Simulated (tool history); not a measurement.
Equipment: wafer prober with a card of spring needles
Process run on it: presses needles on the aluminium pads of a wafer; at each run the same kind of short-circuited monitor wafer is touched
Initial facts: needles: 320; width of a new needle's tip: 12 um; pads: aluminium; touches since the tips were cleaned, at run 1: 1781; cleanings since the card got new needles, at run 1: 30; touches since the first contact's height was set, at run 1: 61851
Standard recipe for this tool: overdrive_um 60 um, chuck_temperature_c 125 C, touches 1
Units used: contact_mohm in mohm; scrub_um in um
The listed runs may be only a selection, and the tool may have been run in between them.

run,hour,overdrive_um,chuck_temperature_c,touches,touches since the tips were cleaned,cleanings since the card got new needles,touches since the first contact's height was set,contact_mohm,scrub_um
1,0.0,60,125,1,1781,30,61851,196,12.68
# hour 17.9: tips cleaned on abrasive film
# hour 38.9: tips cleaned on abrasive film
# hour 60.2: tips cleaned on abrasive film
2,72.0,79,125,1,5409,33,94727,191,16.53
# hour 81.2: tips cleaned on abrasive film
# hour 104.3: tips cleaned on abrasive film
# hour 125.7: tips cleaned on abrasive film
# hour 134.9: height of the first contact set anew
3,144.1,61,125,1,8297,36,4228,197,12.82
# hour 148.9: tips cleaned on abrasive film
# hour 170.6: tips cleaned on abrasive film
4,185.5,61,125,1,6859,38,23147,199,12.77
# hour 190.2: tips cleaned on abrasive film
# hour 212.1: tips cleaned on abrasive film
5,216.3,60,57,1,1904,40,37170,180,12.54
# hour 233.6: tips cleaned on abrasive film
# hour 254.0: tips cleaned on abrasive film
# hour 277.2: tips cleaned on abrasive film
6,290.7,60,57,1,6166,43,71142,181,12.54
# hour 300.1: tips cleaned on abrasive film
# hour 323.4: tips cleaned on abrasive film
7,323.7,60,125,1,106,45,86188,197,12.54
# hour 343.9: tips cleaned on abrasive film
8,361.8,77,125,1,8218,46,103651,190,16.12
# hour 366.6: tips cleaned on abrasive film
# hour 389.4: tips cleaned on abrasive film
# hour 404.7: height of the first contact set anew
9,404.7,60,125,3,6911,48,0,198,12.50
# hour 409.5: tips cleaned on abrasive film
# hour 428.3: tips cleaned on abrasive film
10,441.7,60,125,3,6139,50,16866,195,12.50
# hour 449.9: tips cleaned on abrasive film
# hour 469.6: tips cleaned on abrasive film
# hour 491.4: tips cleaned on abrasive film
# hour 512.7: tips cleaned on abrasive film
11,517.2,45,125,1,2035,54,51298,203,9.35
# hour 534.3: tips cleaned on abrasive film
# hour 556.9: tips cleaned on abrasive film
# hour 579.9: tips cleaned on abrasive film
12,582.0,45,125,1,977,57,80893,199,9.31
# hour 599.3: tips cleaned on abrasive film
# hour 622.4: tips cleaned on abrasive film
# hour 641.5: tips cleaned on abrasive film
13,641.5,45,125,1,0,60,108066,203,9.33
# hour 661.9: tips cleaned on abrasive film
# hour 674.5: height of the first contact set anew
# hour 683.0: tips cleaned on abrasive film
# hour 705.6: tips cleaned on abrasive film
14,715.8,60,125,1,4689,63,18872,197,12.44
# hour 724.9: tips cleaned on abrasive film
# hour 747.1: tips cleaned on abrasive film
15,761.4,61,33,2,6561,65,39683,176,12.59
# hour 770.0: tips cleaned on abrasive film
# hour 793.0: tips cleaned on abrasive film
16,795.8,48,80,2,1258,67,55356,189,9.89
# hour 813.5: tips cleaned on abrasive film
17,827.9,54,78,2,6590,68,70024,189,11.16
# hour 836.5: tips cleaned on abrasive film
# hour 858.2: tips cleaned on abrasive film
# hour 881.3: tips cleaned on abrasive film
# hour 902.2: tips cleaned on abrasive film
18,902.7,58,43,3,207,72,104167,181,11.93
# hour 922.8: tips cleaned on abrasive film
# hour 944.4: tips cleaned on abrasive film
# hour 944.7: height of the first contact set anew
19,944.7,58,28,3,0,74,0,177,11.92
# hour 963.5: tips cleaned on abrasive film
# hour 985.1: tips cleaned on abrasive film
# hour 1005.7: tips cleaned on abrasive film
20,1005.7,52,28,3,0,77,27829,178,10.71
# hour 1027.5: tips cleaned on abrasive film
# hour 1047.9: tips cleaned on abrasive film
# hour 1066.7: tips cleaned on abrasive film
21,1081.5,74,95,3,6777,80,62453,186,15.17

Run 22 is up next; what results do you expect?
# hour 1089.8: tips cleaned on abrasive film
# hour 1109.6: tips cleaned on abrasive film
# hour 1118.9: gauge calibrated
# hour 1133.1: tips cleaned on abrasive film
# hour 1156.6: tips cleaned on abrasive film
22,1157.2,73,95,2,283,84,96980,?,?

Run 22 came out at contact_mohm 183 mohm, scrub_um 15.40 um.
The same run, on a tool lacking any hidden state, would have yielded contact_mohm 183 mohm, scrub_um 15.42 um.
